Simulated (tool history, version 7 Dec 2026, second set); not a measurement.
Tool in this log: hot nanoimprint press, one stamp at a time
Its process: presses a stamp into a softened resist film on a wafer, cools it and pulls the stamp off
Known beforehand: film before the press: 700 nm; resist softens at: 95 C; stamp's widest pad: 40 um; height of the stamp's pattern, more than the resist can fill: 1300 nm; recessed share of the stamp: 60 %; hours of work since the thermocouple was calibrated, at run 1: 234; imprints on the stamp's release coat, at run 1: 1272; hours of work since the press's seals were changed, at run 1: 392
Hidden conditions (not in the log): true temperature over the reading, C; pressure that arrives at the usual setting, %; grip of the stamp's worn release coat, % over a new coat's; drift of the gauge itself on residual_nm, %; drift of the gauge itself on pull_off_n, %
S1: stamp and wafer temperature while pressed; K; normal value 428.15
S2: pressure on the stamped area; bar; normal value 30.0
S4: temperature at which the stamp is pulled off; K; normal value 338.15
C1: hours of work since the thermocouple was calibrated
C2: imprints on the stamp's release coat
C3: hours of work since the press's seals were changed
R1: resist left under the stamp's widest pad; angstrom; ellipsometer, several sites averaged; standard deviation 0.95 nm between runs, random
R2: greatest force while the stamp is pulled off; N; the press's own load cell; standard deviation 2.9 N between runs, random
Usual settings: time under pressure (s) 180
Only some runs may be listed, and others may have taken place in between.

Run 1, hour 0.0: usual settings; C1 234; C2 1272; C3 392. Result: R1 2724 angstrom, R2 233 N.
Run 2, hour 10.7: usual settings; C1 239; C2 1289; C3 397. Result: R1 2716 angstrom, R2 225 N.
Run 3, hour 28.3: usual settings but S2 35.7 bar; C1 247; C2 1316; C3 405. Result: R1 2527 angstrom, R2 225 N.
Run 4, hour 48.3: usual settings but S2 35.7 bar; C1 257; C2 1348; C3 414. Result: R1 2507 angstrom, R2 228 N.
Run 5, hour 64.4: usual settings but S2 35.7 bar; C1 264; C2 1373; C3 422. Result: R1 2514 angstrom, R2 224 N.
Run 6, hour 74.7: usual settings but S2 35.7 bar; C1 269; C2 1389; C3 427. Result: R1 2514 angstrom, R2 231 N.
Run 7, hour 86.5: usual settings but S2 35.7 bar; C1 275; C2 1408; C3 432. Result: R1 2521 angstrom, R2 225 N.
Run 8, hour 98.0: usual settings but S2 35.7 bar; C1 280; C2 1426; C3 438. Result: R1 2501 angstrom, R2 223 N.
Run 9, hour 118.4: usual settings but S2 35.7 bar; C1 290; C2 1458; C3 447. Result: R1 2507 angstrom, R2 229 N.
At hour 124.4: plate thermocouple calibrated.
Run 10, hour 134.5: usual settings but S2 35.7 bar; C1 5; C2 1478; C3 453. Result: R1 2507 angstrom, R2 223 N.
Run 11, hour 146.7: usual settings but S4 343.15 K; C1 10; C2 1497; C3 459. Result: R1 2691 angstrom, R2 228 N.
Run 12, hour 162.4: usual settings but S4 335.15 K; C1 18; C2 1522; C3 466. Result: R1 2700 angstrom, R2 234 N.
Run 13, hour 182.2: usual settings but S4 335.15 K; C1 27; C2 1553; C3 476. Result: R1 2685 angstrom, R2 235 N.
Run 14, hour 196.9: usual settings but S4 335.15 K; C1 34; C2 1576; C3 482. Result: R1 2685 angstrom, R2 234 N.
Run 15, hour 211.2: usual settings but S1 426.15 K, S4 335.15 K; C1 41; C2 1598; C3 489. Result: R1 2944 angstrom, R2 236 N.
Run 16, hour 220.8: usual settings but S1 426.15 K, S2 20.1 bar; C1 45; C2 1613; C3 494. Result: R1 3475 angstrom, R2 229 N.
Run 17, hour 236.6: usual settings but S1 424.15 K, S2 20.1 bar, time under pressure (s) 196; C1 52; C2 1638; C3 501. Result: R1 3672 angstrom, R2 230 N.
Run 18, hour 246.8: usual settings but S1 438.15 K, S2 34.2 bar, time under pressure (s) 146; C1 57; C2 1654; C3 506. Result: R1 1770 angstrom, R2 228 N.
Run 19, hour 255.9: usual settings but S1 436.15 K, time under pressure (s) 305, S4 328.15 K; C1 61; C2 1668; C3 510. Result: R1 1476 angstrom, R2 238 N.
Run 20, hour 271.5: usual settings but S1 436.15 K, time under pressure (s) 236, S4 328.15 K; C1 69; C2 1693; C3 517. Result: R1 1658 angstrom, R2 244 N.
At hour 292.7: stamp cleaned and given a new release coat.
Run 21, hour 297.1: usual settings but S1 421.15 K, S2 33.3 bar, time under pressure (s) 302, S4 328.15 K; C1 78; C2 6; C3 526. Result: R1 2886 angstrom, R2 238 N.
Run 22, hour 310.0: usual settings but S1 435.15 K, S2 19.2 bar, time under pressure (s) 338; C1 84; C2 27; C3 533. Result: R1 1820 angstrom, R2 229 N.
Run 23, hour 320.8: usual settings but S1 438.15 K, S2 36.4 bar, time under pressure (s) 354, S4 342.15 K; C1 89; C2 43; C3 538. Result: R1 1124 angstrom, R2 220 N.
Run 24, hour 337.4: usual settings but S1 438.15 K, S2 36.4 bar, time under pressure (s) 354, S4 342.15 K; C1 97; C2 70; C3 545. Result: R1 1133 angstrom, R2 222 N.
Run 25, hour 349.3: usual settings but S1 423.15 K, S2 40.3 bar; C1 102; C2 88; C3 551. Result: R1 2973 angstrom, R2 231 N.
Run 26, hour 359.5: usual settings but S2 31.5 bar, S4 332.15 K; C1 107; C2 104; C3 556. Result: R1 2633 angstrom, R2 233 N.
Run 27, hour 369.6: usual settings but S2 32.7 bar, time under pressure (s) 260; C1 112; C2 120; C3 560. Result: R1 2211 angstrom, R2 228 N.
Run 28, hour 383.6: usual settings but S1 429.15 K, S4 337.15 K; C1 118; C2 142; C3 567. Result: R1 2554 angstrom, R2 229 N.
Run 29, hour 395.2: usual settings but S2 25.5 bar, time under pressure (s) 173; C1 124; C2 160; C3 572. Result: R1 2922 angstrom, R2 226 N.

Below are 3 alternative next runs, each starting from the tool's condition after run 29. Predict each:
Run A, hour 408.2: usual settings but S1 417.15 K, time under pressure (s) 210, S4 328.15 K; C1 130; C2 181; C3 578. Result: R1 ?, R2 ?.
Run B, hour 408.2: usual settings but S2 30.7 bar, time under pressure (s) 251, S4 336.15 K; C1 130; C2 181; C3 578. Result: R1 ?, R2 ?.
Run C, hour 408.2: usual settings but S2 47.3 bar, time under pressure (s) 173; C1 130; C2 181; C3 578. Result: R1 ?, R2 ?.

run    R1   R2
  A  4096  234
  B  2295  231
  C  2194  229
Stripped of hidden state, with their random variation kept, the same runs would have yielded:
run    R1   R2
  A  4173  234
  B  2338  231
  C  2234  229
